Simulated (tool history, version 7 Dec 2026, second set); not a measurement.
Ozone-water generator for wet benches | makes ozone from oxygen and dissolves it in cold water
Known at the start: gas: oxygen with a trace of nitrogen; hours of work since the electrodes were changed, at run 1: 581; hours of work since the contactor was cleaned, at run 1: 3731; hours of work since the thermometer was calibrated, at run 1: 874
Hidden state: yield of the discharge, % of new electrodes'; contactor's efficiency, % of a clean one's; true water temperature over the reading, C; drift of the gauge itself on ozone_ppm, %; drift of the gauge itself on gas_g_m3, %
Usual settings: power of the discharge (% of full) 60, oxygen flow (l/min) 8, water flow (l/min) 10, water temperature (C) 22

run	day	power of the discharge (% of full)	oxygen flow (l/min)	water flow (l/min)	water temperature (C)	hours of work since the electrodes were changed	hours of work since the contactor was cleaned	hours of work since the thermometer was calibrated	dissolved ozone (ppm)	ozone in the gas ahead of the water (g/m3)
1	0	60	8	10	22	581	3731	874	25.9	193.5
2	1.438	60	8	10	22	613	3763	906	25.9	192.3
3	3.971	60	8	10	22	670	3820	963	25.9	193.5
4	5.279	60	8	10	22	699	3850	993	25.9	193.8
5	7.929	60	8	7	22	759	3909	1052	31.1	194.3
6	9.567	67	8	10	22	796	3946	1089	27.8	207.6
7	11.483	60	8	16	22	839	3989	1132	19.3	194
8	12.75	60	6.75	10	22	867	4017	1160	26.6	209.5
9	13.858	60	6.75	10	22	892	4042	1185	26.2	210.6
10	15.888	65	6.82	8	14	938	4088	1231	37.9	216.9
11	17.362	86	4.52	8	14	971	4121	1264	45.9	308.8
12	18.508	60	8	10	19	996	4147	1290	27.9	194.4
13	20.083	46	8	10	14	1032	4182	1325	26.1	163.7
14	22.738	46	8	10	14	1091	4242	1385	26.3	166.9
15	25.296	46	8	10	14	1149	4299	1442	26.3	164.1
16	27.988	46	10.56	10	24	1209	4360	1503	19.9	148.8
17	29.7	46	10.56	10	24	1248	4398	1541	19.6	146.4
18	31.55	67	8	10	20	1289	4440	1583	28.7	209.3

3 ways to go on from here, each from the tool as it stands after run 18. What would each give?
A	32.658	70	8	10	22	1314	4464	1608	?	?
B	32.658	67	8	8	20	1314	4464	1608	?	?
C	32.658	65	4.46	10	21	1314	4464	1608	?	?

run	dissolved ozone (ppm)	ozone in the gas ahead of the water (g/m3)
A	28.4	213.7
B	32.6	208.3
C	29.5	263.9
Without the tool's hidden state the same runs would have given:
run	dissolved ozone (ppm)	ozone in the gas ahead of the water (g/m3)
A	28.4	210.2
B	32.6	204.9
C	29.5	259.6
